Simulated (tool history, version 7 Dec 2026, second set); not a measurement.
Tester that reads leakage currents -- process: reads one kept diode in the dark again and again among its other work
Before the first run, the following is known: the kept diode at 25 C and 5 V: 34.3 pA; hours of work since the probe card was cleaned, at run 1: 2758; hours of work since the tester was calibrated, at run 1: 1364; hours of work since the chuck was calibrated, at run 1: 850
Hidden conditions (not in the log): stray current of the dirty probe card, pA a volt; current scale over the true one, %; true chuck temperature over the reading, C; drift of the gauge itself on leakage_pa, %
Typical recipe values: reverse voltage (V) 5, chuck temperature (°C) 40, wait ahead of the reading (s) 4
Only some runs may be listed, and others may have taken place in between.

| run | hour | reverse voltage (V) | chuck temperature (°C) | wait ahead of the reading (s) | hours of work since the probe card was cleaned | hours of work since the tester was calibrated | hours of work since the chuck was calibrated | current that the tester gives (pA) |
|---|---|---|---|---|---|---|---|---|
| 1 | 0 | 5 | 40 | 4 | 2758 | 1364 | 850 | 108.13 |
|  | 35.2 | probe card cleaned and baked |
| 2 | 93.7 | 5 | 40 | 4 | 27 | 1406 | 892 | 107.84 |
| 3 | 134.7 | 5 | 40 | 0.59 | 46 | 1425 | 911 | 110.17 |
| 4 | 180.7 | 5 | 40 | 0.59 | 67 | 1447 | 932 | 110.05 |
| 5 | 263.5 | 5 | 40 | 0.59 | 106 | 1485 | 970 | 110.07 |
| 6 | 327 | 5 | 40 | 0.59 | 135 | 1514 | 999 | 109.99 |
| 7 | 370.6 | 5 | 40 | 0.59 | 155 | 1534 | 1020 | 109.78 |
| 8 | 446.6 | 5 | 47 | 4 | 190 | 1570 | 1055 | 178.21 |
| 9 | 541 | 5 | 47 | 4 | 234 | 1613 | 1098 | 177.12 |
| 10 | 613.6 | 5.45 | 35 | 9.4 | 268 | 1647 | 1132 | 77.83 |

Alternative continuations, all from the tool just after run 10; predict every row:
| A | 682.8 | 5.24 | 36 | 1.32 | 300 | 1679 | 1164 | ? |
| B | 682.8 | 5 | 45 | 4 | 300 | 1679 | 1164 | ? |
| C | 682.8 | 5 | 51 | 4.67 | 300 | 1679 | 1164 | ? |
| D | 682.8 | 5.45 | 58 | 9.4 | 300 | 1679 | 1164 | ? |

| run | current that the tester gives (pA) |
|---|---|
| A | 83.08 |
| B | 153.41 |
| C | 233.5 |
| D | 385.21 |
Without the tool's unlogged condition, the same runs would have read:
| run | current that the tester gives (pA) |
|---|---|
| A | 83.02 |
| B | 153.32 |
| C | 233.38 |
| D | 385.03 |
